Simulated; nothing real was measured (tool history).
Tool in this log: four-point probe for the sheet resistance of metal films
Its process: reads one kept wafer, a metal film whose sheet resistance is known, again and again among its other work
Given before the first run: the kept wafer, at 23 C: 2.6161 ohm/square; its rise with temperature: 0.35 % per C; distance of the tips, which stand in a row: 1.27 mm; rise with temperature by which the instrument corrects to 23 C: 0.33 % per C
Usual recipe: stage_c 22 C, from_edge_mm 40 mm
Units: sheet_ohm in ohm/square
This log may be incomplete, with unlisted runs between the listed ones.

{"run": 1, "hour": 0.0, "stage_c": 22, "from_edge_mm": 40, "sheet_ohm": 2.634037}
{"run": 2, "hour": 25.7, "stage_c": 22, "from_edge_mm": 40, "sheet_ohm": 2.634469}
{"run": 3, "hour": 62.5, "stage_c": 22, "from_edge_mm": 27, "sheet_ohm": 2.636937}
{"run": 4, "hour": 107.7, "stage_c": 30, "from_edge_mm": 27, "sheet_ohm": 2.642036}
{"run": 5, "hour": 146.3, "stage_c": 22, "from_edge_mm": 40, "sheet_ohm": 2.636171}
{"run": 6, "hour": 167.2, "stage_c": 23, "from_edge_mm": 40, "sheet_ohm": 2.636913}
{"run": 7, "hour": 211.8, "stage_c": 22, "from_edge_mm": 40, "sheet_ohm": 2.635859}
{"run": 8, "hour": 235.0, "stage_c": 22, "from_edge_mm": 40, "sheet_ohm": 2.637113}
{"run": 9, "hour": 277.5, "stage_c": 22, "from_edge_mm": 40, "sheet_ohm": 2.636717}
{"run": 10, "hour": 297.8, "stage_c": 22, "from_edge_mm": 40, "sheet_ohm": 2.637814}
{"run": 11, "hour": 337.1, "stage_c": 22, "from_edge_mm": 16, "sheet_ohm": 2.645115}
{"run": 12, "hour": 386.5, "stage_c": 23, "from_edge_mm": 16, "sheet_ohm": 2.646218}
{"run": 13, "hour": 424.8, "stage_c": 22, "from_edge_mm": 40, "sheet_ohm": 2.638923}
{"run": 14, "hour": 465.0, "stage_c": 22, "from_edge_mm": 40, "sheet_ohm": 2.639463}
{"run": 15, "hour": 487.2, "stage_c": 35, "from_edge_mm": 40, "sheet_ohm": 2.646212}
{"run": 16, "hour": 515.4, "stage_c": 35, "from_edge_mm": 40, "sheet_ohm": 2.646286}
{"run": 17, "hour": 543.7, "stage_c": 35, "from_edge_mm": 40, "sheet_ohm": 2.646973}
{"run": 18, "hour": 566.6, "stage_c": 35, "from_edge_mm": 40, "sheet_ohm": 2.646707}
{"run": 19, "hour": 589.2, "stage_c": 22, "from_edge_mm": 40, "sheet_ohm": 2.63968}
{"run": 20, "hour": 632.8, "stage_c": 22, "from_edge_mm": 26, "sheet_ohm": 2.642037}
{"run": 21, "hour": 658.8, "stage_c": 22, "from_edge_mm": 26, "sheet_ohm": 2.6425}
{"run": 22, "hour": 680.4, "stage_c": 22, "from_edge_mm": 40, "sheet_ohm": 2.64151}
{"run": 23, "hour": 710.5, "stage_c": 31, "from_edge_mm": 32, "sheet_ohm": 2.64826}
{"hour": 721.0, "done": "new probe head fitted"}
{"run": 24, "hour": 745.9, "stage_c": 31, "from_edge_mm": 32, "sheet_ohm": 2.638255}
{"run": 25, "hour": 777.8, "stage_c": 31, "from_edge_mm": 32, "sheet_ohm": 2.638401}
{"run": 26, "hour": 822.8, "stage_c": 28, "from_edge_mm": 70, "sheet_ohm": 2.636388}
{"run": 27, "hour": 869.4, "stage_c": 25, "from_edge_mm": 23, "sheet_ohm": 2.637919}
{"run": 28, "hour": 908.1, "stage_c": 25, "from_edge_mm": 23, "sheet_ohm": 2.639472}
{"run": 29, "hour": 943.2, "stage_c": 25, "from_edge_mm": 12, "sheet_ohm": 2.651794}
{"hour": 946.6, "done": "stage's thermometer calibrated"}
{"run": 30, "hour": 964.9, "stage_c": 26, "from_edge_mm": 31, "sheet_ohm": 2.640185}
{"run": 31, "hour": 995.9, "stage_c": 26, "from_edge_mm": 28, "sheet_ohm": 2.642037}
{"run": 32, "hour": 1042.8, "stage_c": 30, "from_edge_mm": 5, "sheet_ohm": 2.729312}
{"hour": 1050.6, "done": "stage's thermometer calibrated, once more"}
{"run": 33, "hour": 1069.5, "stage_c": 26, "from_edge_mm": 61, "sheet_ohm": 2.631709}
{"run": 34, "hour": 1090.8, "stage_c": 22, "from_edge_mm": 70, "sheet_ohm": 2.628404}
{"run": 35, "hour": 1136.0, "stage_c": 22, "from_edge_mm": 70, "sheet_ohm": 2.630089}
{"run": 36, "hour": 1175.7, "stage_c": 32, "from_edge_mm": 11, "sheet_ohm": 2.654417}
{"run": 37, "hour": 1202.0, "stage_c": 21, "from_edge_mm": 58, "sheet_ohm": 2.630948}
{"run": 38, "hour": 1232.5, "stage_c": 28, "from_edge_mm": 3, "sheet_ohm": 2.864133}
{"run": 39, "hour": 1279.6, "stage_c": 22, "from_edge_mm": 4, "sheet_ohm": 2.765934}
{"run": 40, "hour": 1305.8, "stage_c": 22, "from_edge_mm": 4, "sheet_ohm": 2.76577}
{"run": 41, "hour": 1327.3, "stage_c": 28, "from_edge_mm": 3, "sheet_ohm": 2.86465}
{"run": 42, "hour": 1347.6, "stage_c": 28, "from_edge_mm": 3, "sheet_ohm": 2.863693}
{"run": 43, "hour": 1378.7, "stage_c": 28, "from_edge_mm": 3, "sheet_ohm": 2.865082}
{"run": 44, "hour": 1407.4, "stage_c": 23, "from_edge_mm": 11, "sheet_ohm": 2.651558}

Below are 3 alternative next runs, each starting from the tool's condition after run 44. Predict each:
{"run": "A", "hour": 1453.6, "stage_c": 29, "from_edge_mm": 33, "sheet_ohm": "?"}
{"run": "B", "hour": 1453.6, "stage_c": 23, "from_edge_mm": 69, "sheet_ohm": "?"}
{"run": "C", "hour": 1453.6, "stage_c": 20, "from_edge_mm": 4, "sheet_ohm": "?"}

run=A sheet_ohm=2.638632
run=B sheet_ohm=2.633908
run=C sheet_ohm=2.766334
What these runs would have given with no unlogged condition in the tool:
run=A sheet_ohm=2.621474
run=B sheet_ohm=2.616774
run=C sheet_ohm=2.748407

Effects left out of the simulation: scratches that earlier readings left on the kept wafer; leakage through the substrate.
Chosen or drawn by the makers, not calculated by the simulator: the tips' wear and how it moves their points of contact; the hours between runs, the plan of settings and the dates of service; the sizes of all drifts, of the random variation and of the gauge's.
